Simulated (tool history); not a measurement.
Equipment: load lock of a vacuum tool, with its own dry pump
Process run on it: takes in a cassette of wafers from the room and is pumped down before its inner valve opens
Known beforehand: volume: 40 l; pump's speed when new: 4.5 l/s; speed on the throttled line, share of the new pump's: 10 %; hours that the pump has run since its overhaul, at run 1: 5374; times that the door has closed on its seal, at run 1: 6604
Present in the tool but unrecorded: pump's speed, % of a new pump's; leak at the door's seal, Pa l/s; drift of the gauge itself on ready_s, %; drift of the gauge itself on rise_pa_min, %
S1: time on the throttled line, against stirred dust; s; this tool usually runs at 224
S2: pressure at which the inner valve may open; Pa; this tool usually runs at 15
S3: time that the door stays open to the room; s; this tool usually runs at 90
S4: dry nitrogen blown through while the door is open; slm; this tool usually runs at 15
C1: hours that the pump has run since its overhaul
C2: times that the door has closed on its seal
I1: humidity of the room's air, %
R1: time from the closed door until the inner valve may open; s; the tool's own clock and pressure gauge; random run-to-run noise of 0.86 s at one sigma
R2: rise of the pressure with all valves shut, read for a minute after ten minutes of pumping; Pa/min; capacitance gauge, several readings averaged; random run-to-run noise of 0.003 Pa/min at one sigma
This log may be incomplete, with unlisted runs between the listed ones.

Run 1, hour 0: usual settings; C1 5374; C2 6604; I1 49.7. Result: R1 279.9 s, R2 0.055 Pa/min.
Run 2, hour 228.2: usual settings; C1 5602; C2 7243; I1 42.7. Result: R1 280.8 s, R2 0.047 Pa/min.
Run 3, hour 388.8: usual settings but S3 165 s; C1 5763; C2 7693; I1 45.7. Result: R1 280.6 s, R2 0.068 Pa/min.
Run 4, hour 570.8: usual settings; C1 5945; C2 8203; I1 42.2. Result: R1 281.2 s, R2 0.046 Pa/min.
Run 5, hour 795.3: usual settings; C1 6169; C2 8832; I1 40.5. Result: R1 279.8 s, R2 0.043 Pa/min.
Run 6, hour 975.4: usual settings but S4 38 slm; C1 6349; C2 9337; I1 44.3. Result: R1 280.9 s, R2 0.027 Pa/min.
Run 7, hour 1118.5: usual settings but S4 38 slm; C1 6492; C2 9738; I1 45.5. Result: R1 281.1 s, R2 0.031 Pa/min.
Run 8, hour 1300.8: usual settings but S4 38 slm; C1 6675; C2 10249; I1 44.2. Result: R1 281.5 s, R2 0.03 Pa/min.
Run 9, hour 1439.2: usual settings but S4 38 slm; C1 6813; C2 10637; I1 41.2. Result: R1 279.9 s, R2 0.029 Pa/min.
Run 10, hour 1593.5: usual settings but S2 16 Pa; C1 6967; C2 11069; I1 46.9. Result: R1 280.4 s, R2 0.048 Pa/min.
Run 11, hour 1713.4: usual settings but S2 16 Pa; C1 7087; C2 11405; I1 43.8. Result: R1 281 s, R2 0.046 Pa/min.
Run 12, hour 1948: usual settings but S2 16 Pa; C1 7322; C2 12062; I1 41.6. Result: R1 280.5 s, R2 0.042 Pa/min.
Run 13, hour 2134: usual settings but S2 16 Pa; C1 7508; C2 12583; I1 47.3. Result: R1 280.2 s, R2 0.05 Pa/min.
Run 14, hour 2306.2: usual settings; C1 7680; C2 13066; I1 46.8. Result: R1 281.1 s, R2 0.054 Pa/min.
Run 15, hour 2412.2: usual settings but S2 21 Pa; C1 7786; C2 13363; I1 47.6. Result: R1 278.2 s, R2 0.05 Pa/min.
Run 16, hour 2646.3: usual settings but S2 21 Pa; C1 8020; C2 14019; I1 48.7. Result: R1 277.5 s, R2 0.049 Pa/min.
Run 17, hour 2893.1: usual settings; C1 8267; C2 14710; I1 43.9. Result: R1 281.5 s, R2 0.046 Pa/min.
Run 18, hour 3022.1: usual settings but S4 16 slm; C1 8396; C2 15071; I1 42.7. Result: R1 279.1 s, R2 0.048 Pa/min.
Run 19, hour 3237.2: usual settings but S4 4 slm; C1 8611; C2 15674; I1 44.4. Result: R1 281.8 s, R2 0.068 Pa/min.
Run 20, hour 3349: usual settings but S1 180 s, S2 13 Pa, S3 65 s, S4 19 slm; C1 8723; C2 15987; I1 46.9. Result: R1 241.2 s, R2 0.04 Pa/min.
Run 21, hour 3581.1: usual settings but S1 180 s, S2 13 Pa, S3 65 s, S4 19 slm; C1 8955; C2 16638; I1 47. Result: R1 242 s, R2 0.041 Pa/min.
Run 22, hour 3805.7: usual settings but S1 135 s, S2 21 Pa, S3 65 s, S4 19 slm; C1 9180; C2 17267; I1 45.2. Result: R1 195.6 s, R2 0.039 Pa/min.
Run 23, hour 3964: usual settings but S2 26 Pa, S3 154 s, S4 38 slm; C1 9338; C2 17710; I1 47.4. Result: R1 277.5 s, R2 0.045 Pa/min.
Run 24, hour 4137.8: usual settings but S1 414 s, S2 21 Pa, S4 12 slm; C1 9512; C2 18197; I1 44.6. Result: R1 450.3 s, R2 0.047 Pa/min.
Run 25, hour 4375: usual settings but S1 301 s, S3 66 s, S4 12 slm; C1 9749; C2 18862; I1 42.4. Result: R1 350 s, R2 0.041 Pa/min.
Run 26, hour 4514.1: usual settings but S1 130 s, S2 27 Pa, S3 57 s, S4 4 slm; C1 9888; C2 19252; I1 42.2. Result: R1 190.2 s, R2 0.053 Pa/min.
Run 27, hour 4756: usual settings but S1 205 s, S2 27 Pa, S3 38 s, S4 16 slm; C1 10130; C2 19930; I1 47.5. Result: R1 258.2 s, R2 0.029 Pa/min.
Run 28, hour 4906.2: usual settings but S1 205 s, S2 27 Pa, S3 38 s, S4 16 slm; C1 10280; C2 20350; I1 45.9. Result: R1 257.7 s, R2 0.031 Pa/min.
Run 29, hour 5143.1: usual settings but S1 205 s, S2 27 Pa, S3 38 s, S4 16 slm; C1 10517; C2 21014; I1 46.2. Result: R1 257.5 s, R2 0.029 Pa/min.
Run 30, hour 5257.6: usual settings but S1 205 s, S2 27 Pa, S3 38 s, S4 16 slm; C1 10632; C2 21335; I1 48.2. Result: R1 258.2 s, R2 0.033 Pa/min.
Run 31, hour 5419.8: usual settings but S4 10 slm; C1 10794; C2 21789; I1 45.4. Result: R1 281.5 s, R2 0.064 Pa/min.
Run 32, hour 5527.9: usual settings but S1 267 s, S2 20 Pa, S4 16 slm; C1 10902; C2 22092; I1 45. Result: R1 316.4 s, R2 0.047 Pa/min.
Run 33, hour 5766.9: usual settings but S1 414 s, S2 18 Pa, S4 44 slm; C1 11141; C2 22762; I1 44. Result: R1 450.7 s, R2 0.026 Pa/min.
Run 34, hour 5989.7: usual settings but S2 24 Pa, S3 137 s; C1 11364; C2 23386; I1 45.1. Result: R1 275.9 s, R2 0.062 Pa/min.
Run 35, hour 6129.3: usual settings but S2 24 Pa, S3 137 s; C1 11503; C2 23777; I1 46.1. Result: R1 276.1 s, R2 0.062 Pa/min.
Run 36, hour 6299.4: usual settings but S2 24 Pa, S3 137 s; C1 11673; C2 24254; I1 48.2. Result: R1 275.5 s, R2 0.061 Pa/min.
Run 37, hour 6522.8: usual settings but S2 16 Pa, S4 18 slm; C1 11897; C2 24880; I1 47.8. Result: R1 280.8 s, R2 0.05 Pa/min.

Predict each of these 3 candidate next runs independently; none follows another, all start after run 37:
Run A, hour 6734: usual settings but S2 17 Pa, S4 11 slm; C1 12108; C2 25471; I1 43.2. Result: R1 ?, R2 ?.
Run B, hour 6734: usual settings but S1 125 s, S2 30 Pa, S3 209 s; C1 12108; C2 25471; I1 43.3. Result: R1 ?, R2 ?.
Run C, hour 6734: usual settings but S1 217 s, S2 11 Pa, S4 6 slm; C1 12108; C2 25471; I1 47.1. Result: R1 ?, R2 ?.

run     R1     R2
  A  280.4  0.055
  B  185.4  0.072
  C  276.3  0.071
Had the tool no hidden state, the same runs would have come out as:
run     R1     R2
  A  280.4  0.054
  B  185.3  0.071
  C  276.2   0.07
